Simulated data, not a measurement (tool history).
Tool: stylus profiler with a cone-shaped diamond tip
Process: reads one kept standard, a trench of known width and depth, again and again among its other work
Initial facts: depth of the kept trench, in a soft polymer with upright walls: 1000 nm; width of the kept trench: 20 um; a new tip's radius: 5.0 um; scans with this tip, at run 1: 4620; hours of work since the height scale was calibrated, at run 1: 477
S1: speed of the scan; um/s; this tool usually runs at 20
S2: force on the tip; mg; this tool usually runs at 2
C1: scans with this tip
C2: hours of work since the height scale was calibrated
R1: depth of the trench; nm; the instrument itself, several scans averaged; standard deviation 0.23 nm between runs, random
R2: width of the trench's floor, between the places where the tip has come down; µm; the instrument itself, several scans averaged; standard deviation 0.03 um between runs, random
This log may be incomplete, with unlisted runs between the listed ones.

run	hour	S1	S2	C1	C2	R1	R2
1	0	20	2	4620	477	1010.56	13.89
2	66.8	20	2	5123	528	1011.03	13.88
3	135.7	20	2	5642	582	1010.47	13.93
4	206.9	20	2	6179	637	1011.07	13.88
5	277.4	20	2	6709	692	1010.83	13.94
6	334.2	20	2	7137	736	1010.69	13.86
7	397.7	20	2	7615	786	1010.8	13.87
8	479	20	2	8227	849	1010.65	13.84
9	564.8	20	2	8874	915	1011.08	13.88
10	621.5	20	2	9300	959	1010.83	13.84
11	711	20	2	9974	1029	1010.51	13.87
12	767.9	21	2	10403	1073	1011.08	13.79
13	821.6	21	2	10808	1115	1010.75	13.9
14	875.5	21	1.87	11213	1157	1010.12	13.87
15	945.2	20	5.73	11738	1211	1022.14	13.92
16	1007	20	5.73	12204	1259	1022.32	13.93
17	1089.8	43	5.73	12827	1323	1021.8	13.82
18	1146.8	20	2	13256	1367	1010.47	13.91
19	1207.3	20	1	13712	1414	1006.25	13.78
20	1260.5	20	1.29	14113	1456	1008.08	13.87
21	1301.9	30	1.29	14425	1488	1007.91	13.71
22	1377.1	30	1.29	14991	1546	1008.18	13.78
23	1436.6	30	1.29	15439	1593	1008.01	13.77
# hour 1515.8: height scale calibrated on a step standard
24	1532.1	30	1.29	16155	13	1007.67	13.77
25	1593.7	6	5.83	16618	61	1022.02	13.96
26	1655	20	0.93	17080	108	1006.09	13.83
27	1732.4	61	2.25	17663	168	1011.72	13.62
28	1776.2	61	2.25	17993	202	1011.57	13.62
# hour 1858.7: new tip fitted, height scale calibrated
29	1864.4	7	0.81	43	4	1005.69	13.93
30	1912.8	7	1.9	407	42	1010.38	13.97
31	1979.8	15	1.9	912	94	1010.62	13.93
32	2065.8	12	2	1560	161	1010.45	13.9
33	2158.2	12	3.03	2255	233	1014.29	13.92
34	2243.7	79	2.72	2899	299	1013.11	13.56
35	2338.6	80	1.41	3614	373	1008.78	13.43
36	2430.2	54	1.07	4304	444	1007.32	13.55
37	2504.9	24	4.06	4866	502	1017.43	13.9
38	2590.3	24	4.06	5509	568	1017.19	13.9
39	2639.3	10	3.46	5878	606	1015.69	13.97
40	2711.8	9	3.07	6424	663	1014.23	13.96
41	2752.2	73	2.81	6728	694	1013.71	13.65

Describe how what the log doesn't record of the tool's condition differs between the last listed run preceding each entry between runs and the first listed run following it.
After run 23, before run 24: height scale calibrated on a step standard (hour 1515.8)
  height scale over the true one, %: -0.002 -> 0
After run 28, before run 29: new tip fitted, height scale calibrated (hour 1858.7)
  radius of the tip, um: 5.02 -> 5

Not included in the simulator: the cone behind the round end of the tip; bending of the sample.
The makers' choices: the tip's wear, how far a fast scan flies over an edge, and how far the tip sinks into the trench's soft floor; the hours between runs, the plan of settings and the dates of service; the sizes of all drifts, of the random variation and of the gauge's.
